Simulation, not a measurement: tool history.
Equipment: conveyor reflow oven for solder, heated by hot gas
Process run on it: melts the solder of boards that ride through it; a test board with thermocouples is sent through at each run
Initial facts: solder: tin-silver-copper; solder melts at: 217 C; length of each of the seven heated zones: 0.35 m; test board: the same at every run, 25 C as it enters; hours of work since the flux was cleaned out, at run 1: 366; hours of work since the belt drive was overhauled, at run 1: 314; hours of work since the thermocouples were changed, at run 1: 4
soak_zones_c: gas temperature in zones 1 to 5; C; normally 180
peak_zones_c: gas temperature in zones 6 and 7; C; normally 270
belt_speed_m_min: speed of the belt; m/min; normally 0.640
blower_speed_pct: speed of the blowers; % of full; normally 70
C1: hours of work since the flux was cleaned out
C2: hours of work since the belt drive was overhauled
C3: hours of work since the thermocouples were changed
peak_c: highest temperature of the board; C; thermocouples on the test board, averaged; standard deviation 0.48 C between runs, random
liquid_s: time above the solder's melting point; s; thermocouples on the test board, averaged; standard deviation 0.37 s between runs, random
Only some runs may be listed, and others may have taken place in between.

{"run": 1, "hour": 0.0, "soak_zones_c": 180, "peak_zones_c": 270, "belt_speed_m_min": 0.64, "blower_speed_pct": 70, "C1": 366, "C2": 314, "C3": 4, "peak_c": 256.0, "liquid_s": 53.8}
{"hour": 16.9, "done": "flux residue cleaned out of gas plates and filters"}
{"run": 2, "hour": 20.4, "soak_zones_c": 180, "peak_zones_c": 270, "belt_speed_m_min": 0.64, "blower_speed_pct": 70, "C1": 3, "C2": 327, "C3": 16, "peak_c": 258.8, "liquid_s": 55.1}
{"run": 3, "hour": 39.2, "soak_zones_c": 180, "peak_zones_c": 270, "belt_speed_m_min": 0.64, "blower_speed_pct": 70, "C1": 18, "C2": 342, "C3": 31, "peak_c": 259.4, "liquid_s": 55.3}
{"run": 4, "hour": 62.8, "soak_zones_c": 180, "peak_zones_c": 270, "belt_speed_m_min": 0.64, "blower_speed_pct": 70, "C1": 37, "C2": 360, "C3": 50, "peak_c": 258.5, "liquid_s": 55.9}
{"run": 5, "hour": 83.1, "soak_zones_c": 180, "peak_zones_c": 270, "belt_speed_m_min": 0.655, "blower_speed_pct": 70, "C1": 53, "C2": 377, "C3": 66, "peak_c": 257.2, "liquid_s": 53.5}
{"run": 6, "hour": 99.7, "soak_zones_c": 180, "peak_zones_c": 270, "belt_speed_m_min": 0.629, "blower_speed_pct": 70, "C1": 66, "C2": 390, "C3": 79, "peak_c": 258.5, "liquid_s": 56.2}
{"run": 7, "hour": 116.7, "soak_zones_c": 180, "peak_zones_c": 270, "belt_speed_m_min": 0.629, "blower_speed_pct": 70, "C1": 80, "C2": 403, "C3": 93, "peak_c": 259.3, "liquid_s": 56.1}
{"run": 8, "hour": 132.4, "soak_zones_c": 180, "peak_zones_c": 270, "belt_speed_m_min": 0.64, "blower_speed_pct": 70, "C1": 92, "C2": 416, "C3": 105, "peak_c": 257.9, "liquid_s": 55.2}
{"run": 9, "hour": 148.1, "soak_zones_c": 180, "peak_zones_c": 270, "belt_speed_m_min": 0.64, "blower_speed_pct": 70, "C1": 105, "C2": 429, "C3": 118, "peak_c": 258.0, "liquid_s": 55.4}
{"run": 10, "hour": 168.9, "soak_zones_c": 180, "peak_zones_c": 270, "belt_speed_m_min": 0.64, "blower_speed_pct": 70, "C1": 121, "C2": 445, "C3": 134, "peak_c": 257.7, "liquid_s": 55.7}
{"run": 11, "hour": 180.6, "soak_zones_c": 184, "peak_zones_c": 270, "belt_speed_m_min": 0.64, "blower_speed_pct": 70, "C1": 131, "C2": 454, "C3": 144, "peak_c": 258.6, "liquid_s": 56.5}
{"run": 12, "hour": 197.1, "soak_zones_c": 184, "peak_zones_c": 270, "belt_speed_m_min": 0.64, "blower_speed_pct": 70, "C1": 144, "C2": 468, "C3": 157, "peak_c": 258.2, "liquid_s": 57.1}
{"run": 13, "hour": 211.3, "soak_zones_c": 184, "peak_zones_c": 270, "belt_speed_m_min": 0.64, "blower_speed_pct": 70, "C1": 155, "C2": 479, "C3": 168, "peak_c": 257.7, "liquid_s": 56.6}
{"run": 14, "hour": 222.5, "soak_zones_c": 180, "peak_zones_c": 270, "belt_speed_m_min": 0.64, "blower_speed_pct": 70, "C1": 164, "C2": 488, "C3": 177, "peak_c": 257.8, "liquid_s": 55.3}
{"run": 15, "hour": 242.9, "soak_zones_c": 180, "peak_zones_c": 270, "belt_speed_m_min": 0.64, "blower_speed_pct": 65, "C1": 180, "C2": 504, "C3": 193, "peak_c": 255.0, "liquid_s": 53.9}
{"run": 16, "hour": 267.1, "soak_zones_c": 180, "peak_zones_c": 270, "belt_speed_m_min": 0.64, "blower_speed_pct": 78, "C1": 200, "C2": 523, "C3": 213, "peak_c": 258.9, "liquid_s": 56.2}
{"run": 17, "hour": 286.2, "soak_zones_c": 180, "peak_zones_c": 270, "belt_speed_m_min": 0.64, "blower_speed_pct": 78, "C1": 215, "C2": 539, "C3": 228, "peak_c": 258.7, "liquid_s": 55.5}
{"run": 18, "hour": 308.2, "soak_zones_c": 180, "peak_zones_c": 270, "belt_speed_m_min": 0.64, "blower_speed_pct": 87, "C1": 232, "C2": 556, "C3": 246, "peak_c": 260.1, "liquid_s": 57.2}
{"run": 19, "hour": 329.2, "soak_zones_c": 180, "peak_zones_c": 270, "belt_speed_m_min": 0.64, "blower_speed_pct": 87, "C1": 249, "C2": 573, "C3": 262, "peak_c": 259.5, "liquid_s": 56.9}
{"run": 20, "hour": 352.5, "soak_zones_c": 178, "peak_zones_c": 270, "belt_speed_m_min": 0.64, "blower_speed_pct": 70, "C1": 268, "C2": 592, "C3": 281, "peak_c": 255.1, "liquid_s": 53.3}
{"run": 21, "hour": 363.4, "soak_zones_c": 182, "peak_zones_c": 268, "belt_speed_m_min": 0.64, "blower_speed_pct": 70, "C1": 276, "C2": 600, "C3": 290, "peak_c": 254.8, "liquid_s": 54.9}
{"run": 22, "hour": 385.2, "soak_zones_c": 180, "peak_zones_c": 270, "belt_speed_m_min": 0.758, "blower_speed_pct": 70, "C1": 294, "C2": 618, "C3": 307, "peak_c": 250.8, "liquid_s": 42.8}
{"run": 23, "hour": 397.5, "soak_zones_c": 180, "peak_zones_c": 270, "belt_speed_m_min": 0.758, "blower_speed_pct": 70, "C1": 304, "C2": 627, "C3": 317, "peak_c": 251.3, "liquid_s": 42.5}
{"run": 24, "hour": 409.9, "soak_zones_c": 173, "peak_zones_c": 277, "belt_speed_m_min": 0.586, "blower_speed_pct": 78, "C1": 314, "C2": 637, "C3": 327, "peak_c": 265.6, "liquid_s": 62.6}
{"run": 25, "hour": 424.0, "soak_zones_c": 173, "peak_zones_c": 277, "belt_speed_m_min": 0.586, "blower_speed_pct": 78, "C1": 325, "C2": 649, "C3": 338, "peak_c": 265.6, "liquid_s": 62.4}
{"run": 26, "hour": 447.0, "soak_zones_c": 184, "peak_zones_c": 279, "belt_speed_m_min": 0.64, "blower_speed_pct": 70, "C1": 343, "C2": 667, "C3": 356, "peak_c": 265.6, "liquid_s": 59.7}
{"run": 27, "hour": 466.3, "soak_zones_c": 179, "peak_zones_c": 266, "belt_speed_m_min": 0.691, "blower_speed_pct": 61, "C1": 359, "C2": 682, "C3": 372, "peak_c": 246.8, "liquid_s": 44.1}
{"hour": 493.1, "done": "flux residue cleaned out of gas plates and filters"}
{"run": 28, "hour": 494.7, "soak_zones_c": 191, "peak_zones_c": 270, "belt_speed_m_min": 0.77, "blower_speed_pct": 70, "C1": 1, "C2": 701, "C3": 390, "peak_c": 254.6, "liquid_s": 48.2}
{"run": 29, "hour": 514.0, "soak_zones_c": 179, "peak_zones_c": 261, "belt_speed_m_min": 0.597, "blower_speed_pct": 54, "C1": 17, "C2": 716, "C3": 406, "peak_c": 247.2, "liquid_s": 52.9}
{"run": 30, "hour": 534.8, "soak_zones_c": 182, "peak_zones_c": 270, "belt_speed_m_min": 0.64, "blower_speed_pct": 59, "C1": 33, "C2": 733, "C3": 422, "peak_c": 255.3, "liquid_s": 54.3}
{"run": 31, "hour": 546.8, "soak_zones_c": 182, "peak_zones_c": 270, "belt_speed_m_min": 0.64, "blower_speed_pct": 59, "C1": 43, "C2": 743, "C3": 432, "peak_c": 255.5, "liquid_s": 55.0}

Measured less the same run without the tool's hidden state. The same run-to-run variation is in both; the gauge's scatter may not be:
Hidden state present: heat that the gas passes to the board, % of a clean oven's; belt's true speed, % of the reading; true gas temperature in zones 6 and 7 over the reading, C; drift of the gauge itself on peak_c, C; drift of the gauge itself on liquid_s, %.
run=1 peak_c=-2.9 liquid_s=-1.5
run=2 peak_c=+0.0 liquid_s=+0.5
run=3 peak_c=-0.2 liquid_s=+0.4
run=4 peak_c=-0.3 liquid_s=+0.4
run=5 peak_c=-0.4 liquid_s=+0.2
run=6 peak_c=-0.5 liquid_s=+0.3
run=7 peak_c=-0.6 liquid_s=+0.2
run=8 peak_c=-0.7 liquid_s=+0.1
run=9 peak_c=-0.9 liquid_s=+0.1
run=10 peak_c=-1.0 liquid_s=+0.0
run=11 peak_c=-1.0 liquid_s=+0.1
run=12 peak_c=-1.1 liquid_s=+0.0
run=13 peak_c=-1.2 liquid_s=-0.1
run=14 peak_c=-1.3 liquid_s=-0.2
run=15 peak_c=-1.4 liquid_s=-0.3
run=16 peak_c=-1.6 liquid_s=-0.3
run=17 peak_c=-1.8 liquid_s=-0.4
run=18 peak_c=-2.0 liquid_s=-0.3
run=19 peak_c=-2.1 liquid_s=-0.4
run=20 peak_c=-2.2 liquid_s=-0.6
run=21 peak_c=-2.2 liquid_s=-0.7
run=22 peak_c=-2.8 liquid_s=-1.3
run=23 peak_c=-2.9 liquid_s=-1.3
run=24 peak_c=-2.6 liquid_s=-0.4
run=25 peak_c=-2.8 liquid_s=-0.4
run=26 peak_c=-2.8 liquid_s=-0.3
run=27 peak_c=-2.9 liquid_s=-1.7
run=28 peak_c=-0.2 liquid_s=+0.9
run=29 peak_c=-0.4 liquid_s=+0.8
run=30 peak_c=-0.5 liquid_s=+0.8
run=31 peak_c=-0.5 liquid_s=+0.8
